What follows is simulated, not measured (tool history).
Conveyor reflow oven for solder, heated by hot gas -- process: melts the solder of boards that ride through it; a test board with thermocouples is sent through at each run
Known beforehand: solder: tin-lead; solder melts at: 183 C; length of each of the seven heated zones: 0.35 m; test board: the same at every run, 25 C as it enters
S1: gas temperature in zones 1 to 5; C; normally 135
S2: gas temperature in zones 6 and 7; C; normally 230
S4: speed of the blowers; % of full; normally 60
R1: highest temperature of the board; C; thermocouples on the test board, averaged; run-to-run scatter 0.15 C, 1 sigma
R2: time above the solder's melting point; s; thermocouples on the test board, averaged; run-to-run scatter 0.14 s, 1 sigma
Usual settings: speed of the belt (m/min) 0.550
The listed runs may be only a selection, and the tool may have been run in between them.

{"run": 1, "hour": 0.0, "S1": 135, "S2": 230, "speed of the belt (m/min)": 0.55, "S4": 60, "R1": 212.6, "R2": 52.3}
{"run": 2, "hour": 17.0, "S1": 135, "S2": 230, "speed of the belt (m/min)": 0.55, "S4": 51, "R1": 209.2, "R2": 48.3}
{"run": 3, "hour": 45.1, "S1": 135, "S2": 230, "speed of the belt (m/min)": 0.55, "S4": 51, "R1": 209.2, "R2": 48.6}
{"run": 4, "hour": 73.9, "S1": 135, "S2": 230, "speed of the belt (m/min)": 0.55, "S4": 51, "R1": 209.3, "R2": 48.6}
{"run": 5, "hour": 89.6, "S1": 135, "S2": 230, "speed of the belt (m/min)": 0.55, "S4": 51, "R1": 209.0, "R2": 48.4}
{"run": 6, "hour": 112.9, "S1": 135, "S2": 230, "speed of the belt (m/min)": 0.55, "S4": 51, "R1": 209.0, "R2": 48.3}
{"run": 7, "hour": 131.6, "S1": 135, "S2": 230, "speed of the belt (m/min)": 0.587, "S4": 60, "R1": 210.1, "R2": 46.3}
{"run": 8, "hour": 150.7, "S1": 135, "S2": 230, "speed of the belt (m/min)": 0.55, "S4": 60, "R1": 212.4, "R2": 52.1}
{"run": 9, "hour": 176.5, "S1": 135, "S2": 230, "speed of the belt (m/min)": 0.55, "S4": 60, "R1": 212.3, "R2": 52.0}
{"run": 10, "hour": 190.1, "S1": 135, "S2": 230, "speed of the belt (m/min)": 0.55, "S4": 60, "R1": 212.5, "R2": 52.1}
{"run": 11, "hour": 203.5, "S1": 135, "S2": 230, "speed of the belt (m/min)": 0.55, "S4": 60, "R1": 212.2, "R2": 51.7}
{"run": 12, "hour": 222.6, "S1": 135, "S2": 230, "speed of the belt (m/min)": 0.55, "S4": 60, "R1": 212.3, "R2": 51.9}
{"run": 13, "hour": 250.3, "S1": 135, "S2": 230, "speed of the belt (m/min)": 0.55, "S4": 65, "R1": 213.4, "R2": 53.7}
{"run": 14, "hour": 277.2, "S1": 135, "S2": 230, "speed of the belt (m/min)": 0.55, "S4": 52, "R1": 209.5, "R2": 48.5}
{"run": 15, "hour": 295.5, "S1": 135, "S2": 230, "speed of the belt (m/min)": 0.509, "S4": 60, "R1": 214.7, "R2": 59.0}
{"run": 16, "hour": 323.3, "S1": 147, "S2": 230, "speed of the belt (m/min)": 0.66, "S4": 60, "R1": 208.6, "R2": 42.8}
{"hour": 330.4, "done": "flux residue cleaned out of gas plates and filters"}
{"run": 17, "hour": 347.7, "S1": 147, "S2": 230, "speed of the belt (m/min)": 0.66, "S4": 60, "R1": 208.4, "R2": 42.6}

Predict the results of run 18:
{"run": 18, "hour": 367.8, "S1": 125, "S2": 230, "speed of the belt (m/min)": 0.608, "S4": 60, "R1": "?", "R2": "?"}

R1: 206.4 C
R2: 37.8 s
If the tool had no hidden condition, the same run with the same run-to-run variation would have returned R1 207.0 C, R2 38.3 s.
